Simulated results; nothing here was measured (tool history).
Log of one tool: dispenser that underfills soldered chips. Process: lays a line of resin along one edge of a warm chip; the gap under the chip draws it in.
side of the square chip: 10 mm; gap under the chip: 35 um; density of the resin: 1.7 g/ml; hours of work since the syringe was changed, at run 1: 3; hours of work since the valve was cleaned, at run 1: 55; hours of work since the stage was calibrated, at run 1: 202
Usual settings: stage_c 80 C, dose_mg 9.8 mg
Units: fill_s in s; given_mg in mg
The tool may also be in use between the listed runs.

| run | hour | stage_c | dose_mg | hours of work since the syringe was changed | hours of work since the valve was cleaned | hours of work since the stage was calibrated | fill_s | given_mg |
|---|---|---|---|---|---|---|---|---|
| 1 | 0 | 80 | 9.8 | 3 | 55 | 202 | 93 | 9.41 |
|  | 10.4 | new syringe of resin |
| 2 | 11.1 | 80 | 8.35 | 0 | 63 | 209 | 72.2 | 8.1 |
| 3 | 17.6 | 80 | 9.8 | 5 | 68 | 214 | 107.3 | 9.37 |
|  | 25.6 | new syringe of resin |
| 4 | 28.8 | 80 | 9.8 | 2 | 75 | 222 | 83.9 | 9.31 |
|  | 40.7 | new syringe of resin |
| 5 | 43.7 | 80 | 8.95 | 2 | 85 | 232 | 81.9 | 8.58 |
| 6 | 52.7 | 80 | 8.95 | 8 | 92 | 238 | 142.6 | 8.42 |
|  | 56.2 | new syringe of resin |
| 7 | 59.4 | 80 | 8.95 | 2 | 96 | 243 | 85.9 | 8.49 |
| 8 | 67.3 | 80 | 8.95 | 8 | 102 | 248 | 136.1 | 8.44 |
|  | 71.7 | new syringe of resin |
| 9 | 80.5 | 80 | 8.95 | 6 | 111 | 257 | 116.4 | 8.35 |
|  | 87 | new syringe of resin |
|  | 89 | dispensing valve cleaned and set on the balance |
| 10 | 90.4 | 80 | 8.95 | 2 | 1 | 263 | 80.3 | 8.98 |
| 11 | 99.3 | 80 | 8.95 | 8 | 7 | 270 | 135.9 | 9 |
|  | 103.5 | new syringe of resin |
| 12 | 108.7 | 80 | 8.95 | 4 | 14 | 276 | 96 | 8.88 |
| 13 | 116.5 | 80 | 8.95 | 9 | 19 | 282 | 152.9 | 8.85 |
|  | 119.1 | new syringe of resin |
| 14 | 124 | 80 | 9.8 | 3 | 24 | 287 | 91.4 | 9.68 |
|  | 134.6 | new syringe of resin |
| 15 | 135.1 | 80 | 9.8 | 0 | 32 | 294 | 71 | 9.53 |
| 16 | 148.5 | 80 | 9.8 | 10 | 41 | 304 | 158.7 | 9.59 |
|  | 149.9 | new syringe of resin |
| 17 | 157.9 | 80 | 9.8 | 6 | 48 | 310 | 109.1 | 9.57 |
|  | 165.6 | new syringe of resin |
|  | 173.3 | stage's temperature calibrated |
| 18 | 173.3 | 69 | 8.73 | 5 | 58 | 0 | 181.8 | 8.41 |
|  | 182.8 | new syringe of resin |
| 19 | 187.6 | 82 | 12.08 | 3 | 67 | 10 | 84.4 | 11.64 |
| 20 | 194.4 | 82 | 12.08 | 8 | 72 | 15 | 129 | 11.57 |
|  | 198.6 | new syringe of resin |
| 21 | 205 | 94 | 8.6 | 5 | 79 | 22 | 59.7 | 8.26 |
| 22 | 213.3 | 94 | 8.6 | 10 | 85 | 28 | 98.2 | 8.11 |
|  | 214.8 | new syringe of resin |
| 23 | 225.1 | 94 | 11.65 | 7 | 93 | 36 | 68.7 | 11.03 |
|  | 230.4 | new syringe of resin |
| 24 | 235.1 | 94 | 11.65 | 3 | 100 | 43 | 49.7 | 10.9 |
|  | 246.6 | new syringe of resin |
| 25 | 247.3 | 75 | 8.5 | 0 | 109 | 51 | 97.8 | 7.92 |
|  | 258.3 | dispensing valve cleaned and set on the balance |
| 26 | 260.5 | 87 | 10.34 | 9 | 2 | 60 | 114.9 | 10.31 |
|  | 262.9 | new syringe of resin |
| 27 | 274.3 | 80 | 8.57 | 8 | 11 | 69 | 143.5 | 8.43 |
|  | 278.3 | new syringe of resin |
| 28 | 283.9 | 80 | 8.57 | 4 | 18 | 76 | 98.3 | 8.41 |
| 29 | 291.5 | 91 | 11.53 | 9 | 23 | 81 | 95.4 | 11.26 |
|  | 293.9 | new syringe of resin |
| 30 | 299.9 | 67 | 8.59 | 4 | 29 | 87 | 194 | 8.42 |
|  | 309.3 | new syringe of resin |
| 31 | 314.2 | 82 | 10.11 | 3 | 38 | 97 | 87.7 | 9.82 |
|  | 325.2 | new syringe of resin |
| 32 | 328.5 | 86 | 10.17 | 2 | 48 | 106 | 65.8 | 9.84 |
| 33 | 337.4 | 71 | 11.95 | 9 | 55 | 113 | 220.5 | 11.6 |
|  | 340.3 | new syringe of resin |
| 34 | 348.8 | 80 | 8.43 | 6 | 62 | 121 | 120 | 8.16 |

Forecast each of these 3 alternatives for the next run:
|  | 356.3 | new syringe of resin |
| A | 359.8 | 68 | 11.91 | 2 | 70 | 128 | ? | ? |
|  | 356.3 | new syringe of resin |
| B | 359.8 | 94 | 11.75 | 2 | 70 | 128 | ? | ? |
|  | 356.3 | new syringe of resin |
| C | 359.8 | 66 | 11.79 | 2 | 70 | 128 | ? | ? |

| run | fill_s | given_mg |
|---|---|---|
| A | 153.9 | 11.47 |
| B | 47.3 | 11.23 |
| C | 169.4 | 11.3 |
Without the tool's hidden state the same runs would have given:
| run | fill_s | given_mg |
|---|---|---|
| A | 123 | 12 |
| B | 37.7 | 11.75 |
| C | 135.4 | 11.82 |
